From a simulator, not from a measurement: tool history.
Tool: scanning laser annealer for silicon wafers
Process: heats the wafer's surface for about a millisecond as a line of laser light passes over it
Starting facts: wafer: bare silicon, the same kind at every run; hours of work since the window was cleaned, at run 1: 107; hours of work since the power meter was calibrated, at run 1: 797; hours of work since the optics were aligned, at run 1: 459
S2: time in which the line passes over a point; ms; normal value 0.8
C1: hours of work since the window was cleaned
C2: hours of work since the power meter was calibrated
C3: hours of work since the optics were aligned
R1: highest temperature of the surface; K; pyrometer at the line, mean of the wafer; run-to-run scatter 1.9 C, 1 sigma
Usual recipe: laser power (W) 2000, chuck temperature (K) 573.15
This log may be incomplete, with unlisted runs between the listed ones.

run 1 hour=0 | laser_power_(W)=2000 S2=0.8 chuck_temperature_(K)=573.15 | C1=107 C2=797 C3=459 | R1=1390.15
run 2 hour=34.8 | laser_power_(W)=2000 S2=0.8 chuck_temperature_(K)=573.15 | C1=132 C2=821 C3=483 | R1=1389.15
run 3 hour=67.8 | laser_power_(W)=1759 S2=0.8 chuck_temperature_(K)=573.15 | C1=155 C2=844 C3=506 | R1=1277.15
run 4 hour=85.5 | laser_power_(W)=1759 S2=0.8 chuck_temperature_(K)=573.15 | C1=167 C2=857 C3=519 | R1=1279.15
run 5 hour=118.6 | laser_power_(W)=1759 S2=0.8 chuck_temperature_(K)=573.15 | C1=191 C2=880 C3=542 | R1=1279.15
run 6 hour=135 | laser_power_(W)=2000 S2=0.8 chuck_temperature_(K)=570.15 | C1=202 C2=891 C3=553 | R1=1380.15
run 7 hour=164.3 | laser_power_(W)=2000 S2=0.8 chuck_temperature_(K)=570.15 | C1=223 C2=912 C3=574 | R1=1379.15
run 8 hour=187.3 | laser_power_(W)=2000 S2=0.8 chuck_temperature_(K)=570.15 | C1=239 C2=928 C3=590 | R1=1380.15
run 9 hour=219.5 | laser_power_(W)=2000 S2=0.761 chuck_temperature_(K)=573.15 | C1=261 C2=951 C3=613 | R1=1362.15
run 10 hour=249.5 | laser_power_(W)=2000 S2=0.761 chuck_temperature_(K)=573.15 | C1=283 C2=972 C3=634 | R1=1359.15
run 11 hour=278.8 | laser_power_(W)=2000 S2=0.8 chuck_temperature_(K)=573.15 | C1=303 C2=993 C3=654 | R1=1375.15
run 12 hour=312.1 | laser_power_(W)=2000 S2=0.8 chuck_temperature_(K)=573.15 | C1=327 C2=1016 C3=678 | R1=1376.15
run 13 hour=338.7 | laser_power_(W)=2000 S2=0.8 chuck_temperature_(K)=573.15 | C1=345 C2=1035 C3=697 | R1=1371.15
run 14 hour=365.1 | laser_power_(W)=2000 S2=0.8 chuck_temperature_(K)=573.15 | C1=364 C2=1053 C3=715 | R1=1372.15
run 15 hour=385.9 | laser_power_(W)=2000 S2=0.8 chuck_temperature_(K)=573.15 | C1=378 C2=1068 C3=730 | R1=1373.15
run 16 hour=419 | laser_power_(W)=2000 S2=0.8 chuck_temperature_(K)=595.15 | C1=402 C2=1091 C3=753 | R1=1390.15
run 17 hour=445.1 | laser_power_(W)=2000 S2=0.8 chuck_temperature_(K)=595.15 | C1=420 C2=1109 C3=771 | R1=1392.15
run 18 hour=460.4 | laser_power_(W)=2000 S2=0.8 chuck_temperature_(K)=595.15 | C1=431 C2=1120 C3=782 | R1=1394.15
run 19 hour=476.7 | laser_power_(W)=2000 S2=0.8 chuck_temperature_(K)=573.15 | C1=442 C2=1132 C3=794 | R1=1367.15
run 20 hour=494.9 | laser_power_(W)=2000 S2=0.8 chuck_temperature_(K)=573.15 | C1=455 C2=1144 C3=806 | R1=1366.15
run 21 hour=524.4 | laser_power_(W)=1738 S2=0.8 chuck_temperature_(K)=573.15 | C1=476 C2=1165 C3=827 | R1=1254.15
run 22 hour=549.1 | laser_power_(W)=2138 S2=0.758 chuck_temperature_(K)=552.15 | C1=493 C2=1182 C3=844 | R1=1385.15
run 23 hour=574.8 | laser_power_(W)=2138 S2=0.758 chuck_temperature_(K)=552.15 | C1=511 C2=1201 C3=863 | R1=1383.15
run 24 hour=607.7 | laser_power_(W)=1952 S2=0.758 chuck_temperature_(K)=564.15 | C1=534 C2=1224 C3=886 | R1=1314.15
run 25 hour=628 | laser_power_(W)=1952 S2=0.758 chuck_temperature_(K)=564.15 | C1=549 C2=1238 C3=900 | R1=1311.15
run 26 hour=642.3 | laser_power_(W)=1802 S2=0.599 chuck_temperature_(K)=594.15 | C1=559 C2=1248 C3=910 | R1=1212.15
run 27 hour=675.4 | laser_power_(W)=1802 S2=0.599 chuck_temperature_(K)=594.15 | C1=582 C2=1271 C3=933 | R1=1213.15
run 28 hour=699.9 | laser_power_(W)=1922 S2=0.704 chuck_temperature_(K)=553.15 | C1=599 C2=1288 C3=950 | R1=1265.15
run 29 hour=729.6 | laser_power_(W)=1922 S2=0.704 chuck_temperature_(K)=553.15 | C1=620 C2=1309 C3=971 | R1=1263.15
run 30 hour=760.2 | laser_power_(W)=1942 S2=0.8 chuck_temperature_(K)=565.15 | C1=641 C2=1331 C3=993 | R1=1325.15
run 31 hour=779.8 | laser_power_(W)=1942 S2=0.8 chuck_temperature_(K)=565.15 | C1=655 C2=1345 C3=1007 | R1=1320.15
run 32 hour=804.1 | laser_power_(W)=1942 S2=0.8 chuck_temperature_(K)=565.15 | C1=672 C2=1362 C3=1024 | R1=1321.15
run 33 hour=829.1 | laser_power_(W)=1942 S2=0.688 chuck_temperature_(K)=606.15 | C1=690 C2=1379 C3=1041 | R1=1313.15
-- hour=854 window over the wafer cleaned
run 34 hour=856.3 | laser_power_(W)=1942 S2=0.688 chuck_temperature_(K)=606.15 | C1=2 C2=1397 C3=1059 | R1=1343.15
run 35 hour=878.9 | laser_power_(W)=2174 S2=0.86 chuck_temperature_(K)=541.15 | C1=17 C2=1413 C3=1075 | R1=1461.15
run 36 hour=893.8 | laser_power_(W)=2174 S2=0.86 chuck_temperature_(K)=541.15 | C1=28 C2=1423 C3=1085 | R1=1461.15
run 37 hour=909.1 | laser_power_(W)=2001 S2=0.937 chuck_temperature_(K)=573.15 | C1=39 C2=1434 C3=1096 | R1=1443.15
run 38 hour=940 | laser_power_(W)=2001 S2=0.937 chuck_temperature_(K)=573.15 | C1=60 C2=1456 C3=1118 | R1=1443.15
run 39 hour=972.5 | laser_power_(W)=1958 S2=0.937 chuck_temperature_(K)=573.15 | C1=83 C2=1479 C3=1141 | R1=1422.15
run 40 hour=1001.6 | laser_power_(W)=1958 S2=0.937 chuck_temperature_(K)=573.15 | C1=104 C2=1499 C3=1161 | R1=1417.15
run 41 hour=1018 | laser_power_(W)=1836 S2=0.619 chuck_temperature_(K)=573.15 | C1=115 C2=1511 C3=1173 | R1=1233.15

How the hidden state differs across the entries between the runs, from the last listed run before each to the first after it:
Between runs 33 and 34: window over the wafer cleaned (hour 854)
  light that passes the window, % of a clean one's: 95.73 -> 99.8; width of the line over the set one, %: 2.46 -> 2.5
  difference, measured minus the result without the unlogged condition, R1: -44 -> -12 K

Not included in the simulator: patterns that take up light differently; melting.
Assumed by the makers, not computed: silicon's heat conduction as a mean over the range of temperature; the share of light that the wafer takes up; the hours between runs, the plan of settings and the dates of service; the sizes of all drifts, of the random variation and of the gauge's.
